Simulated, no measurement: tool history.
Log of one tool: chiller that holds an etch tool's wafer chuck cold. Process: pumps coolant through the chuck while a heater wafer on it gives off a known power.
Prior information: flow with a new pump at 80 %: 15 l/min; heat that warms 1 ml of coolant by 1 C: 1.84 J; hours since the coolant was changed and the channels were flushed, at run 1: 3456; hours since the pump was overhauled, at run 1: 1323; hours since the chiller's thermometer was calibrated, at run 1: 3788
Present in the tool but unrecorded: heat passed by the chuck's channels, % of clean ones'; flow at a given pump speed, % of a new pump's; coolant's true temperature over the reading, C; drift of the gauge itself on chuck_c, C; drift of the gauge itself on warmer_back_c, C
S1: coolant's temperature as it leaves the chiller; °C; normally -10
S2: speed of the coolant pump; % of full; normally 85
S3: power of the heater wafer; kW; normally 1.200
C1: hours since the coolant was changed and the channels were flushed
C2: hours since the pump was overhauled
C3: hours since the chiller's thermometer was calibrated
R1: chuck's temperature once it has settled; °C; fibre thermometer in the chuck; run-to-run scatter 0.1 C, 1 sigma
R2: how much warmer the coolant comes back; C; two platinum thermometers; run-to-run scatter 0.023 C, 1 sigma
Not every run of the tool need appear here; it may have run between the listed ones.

run 1 day=0.000 | S1=-10 S2=85 S3=1.200 | C1=3456 C2=1323 C3=3788 | R1=4.3 R2=2.46
run 2 day=1.725 | S1=-10 S2=85 S3=1.200 | C1=3498 C2=1365 C3=3829 | R1=4.4 R2=2.53
run 3 day=2.708 | S1=-10 S2=66 S3=1.200 | C1=3521 C2=1388 C3=3853 | R1=8.0 R2=3.26
run 4 day=4.267 | S1=-10 S2=85 S3=1.505 | C1=3559 C2=1426 C3=3890 | R1=8.2 R2=3.15
run 5 day=6.029 | S1=-10 S2=85 S3=1.505 | C1=3601 C2=1468 C3=3932 | R1=8.3 R2=3.13
run 6 day=6.979 | S1=-10 S2=85 S3=1.200 | C1=3624 C2=1491 C3=3955 | R1=4.5 R2=2.52
run 7 day=8.121 | S1=-10 S2=85 S3=1.200 | C1=3651 C2=1518 C3=3983 | R1=4.6 R2=2.53
run 8 day=9.971 | S1=-10 S2=85 S3=1.200 | C1=3696 C2=1563 C3=4027 | R1=4.5 R2=2.45
run 9 day=11.862 | S1=-10 S2=85 S3=1.200 | C1=3741 C2=1608 C3=4072 | R1=4.7 R2=2.49
run 10 day=13.104 | S1=-10 S2=71 S3=1.200 | C1=3771 C2=1638 C3=4102 | R1=6.9 R2=3.07
run 11 day=14.629 | S1=-10 S2=71 S3=1.200 | C1=3808 C2=1674 C3=4139 | R1=7.1 R2=3.06
run 12 day=15.629 | S1=-15 S2=85 S3=1.200 | C1=3832 C2=1698 C3=4163 | R1=-0.5 R2=2.48
run 13 day=16.704 | S1=-15 S2=85 S3=1.200 | C1=3857 C2=1724 C3=4189 | R1=-0.3 R2=2.52
run 14 day=18.471 | S1=-15 S2=85 S3=1.200 | C1=3900 C2=1767 C3=4231 | R1=-0.3 R2=2.51
run 15 day=20.050 | S1=-15 S2=85 S3=1.200 | C1=3938 C2=1804 C3=4269 | R1=-0.4 R2=2.53
-- day=20.383 coolant pump overhauled
run 16 day=21.571 | S1=-15 S2=85 S3=1.200 | C1=3969 C2=28 C3=4300 | R1=-0.2 R2=2.57
run 17 day=22.458 | S1=-8 S2=85 S3=1.200 | C1=3991 C2=50 C3=4322 | R1=6.9 R2=2.50
run 18 day=24.062 | S1=-12 S2=69 S3=0.828 | C1=4029 C2=88 C3=4360 | R1=0.1 R2=2.19
run 19 day=25.842 | S1=-5 S2=93 S3=1.211 | C1=4072 C2=131 C3=4403 | R1=8.9 R2=2.33
run 20 day=26.917 | S1=-5 S2=93 S3=1.211 | C1=4097 C2=157 C3=4429 | R1=8.8 R2=2.34
run 21 day=28.208 | S1=-5 S2=79 S3=1.221 | C1=4129 C2=188 C3=4460 | R1=11.2 R2=2.83
run 22 day=30.075 | S1=-5 S2=67 S3=1.221 | C1=4173 C2=233 C3=4504 | R1=13.7 R2=3.39
run 23 day=31.712 | S1=-11 S2=85 S3=1.066 | C1=4213 C2=272 C3=4544 | R1=2.2 R2=2.26
-- day=32.200 coolant pump overhauled, once more
run 24 day=33.425 | S1=-11 S2=85 S3=1.066 | C1=4249 C2=29 C3=4580 | R1=1.9 R2=2.19
run 25 day=35.029 | S1=-11 S2=85 S3=1.066 | C1=4287 C2=68 C3=4618 | R1=1.6 R2=2.18
run 26 day=36.525 | S1=-20 S2=83 S3=0.817 | C1=4323 C2=104 C3=4654 | R1=-10.4 R2=1.70
run 27 day=38.175 | S1=-20 S2=83 S3=0.817 | C1=4363 C2=143 C3=4694 | R1=-10.2 R2=1.70
run 28 day=39.192 | S1=-20 S2=83 S3=0.817 | C1=4387 C2=168 C3=4718 | R1=-10.4 R2=1.68
run 29 day=40.500 | S1=-13 S2=85 S3=1.042 | C1=4418 C2=199 C3=4750 | R1=-0.4 R2=2.13
run 30 day=41.867 | S1=-13 S2=64 S3=1.677 | C1=4451 C2=232 C3=4782 | R1=13.4 R2=4.68
run 31 day=43.792 | S1=-16 S2=77 S3=0.982 | C1=4497 C2=278 C3=4829 | R1=-3.4 R2=2.23
run 32 day=45.692 | S1=-16 S2=77 S3=0.982 | C1=4543 C2=324 C3=4874 | R1=-3.2 R2=2.22
run 33 day=46.996 | S1=-2 S2=67 S3=1.703 | C1=4574 C2=355 C3=4906 | R1=24.0 R2=4.49

Hidden state at the last listed run before each entry between runs and at the first one after, where it differs:
Runs 15 to 16: coolant pump overhauled (day 20.383)
  heat passed by the chuck's channels, % of clean ones': 85.9 -> 85.8; flow at a given pump speed, % of a new pump's: 97.1 -> 95.8
  the result without the hidden state subtracted from the measured one, R1: +1.4 -> +1.6 °C; R2: +0.08 -> +0.10 C
Runs 23 to 24: coolant pump overhauled, once more (day 32.200)
  heat passed by the chuck's channels, % of clean ones': 85 -> 84.9; flow at a given pump speed, % of a new pump's: 95.4 -> 100.5
  the result without the hidden state subtracted from the measured one, R1: +1.5 -> +0.9 °C; R2: +0.10 -> -0.01 C

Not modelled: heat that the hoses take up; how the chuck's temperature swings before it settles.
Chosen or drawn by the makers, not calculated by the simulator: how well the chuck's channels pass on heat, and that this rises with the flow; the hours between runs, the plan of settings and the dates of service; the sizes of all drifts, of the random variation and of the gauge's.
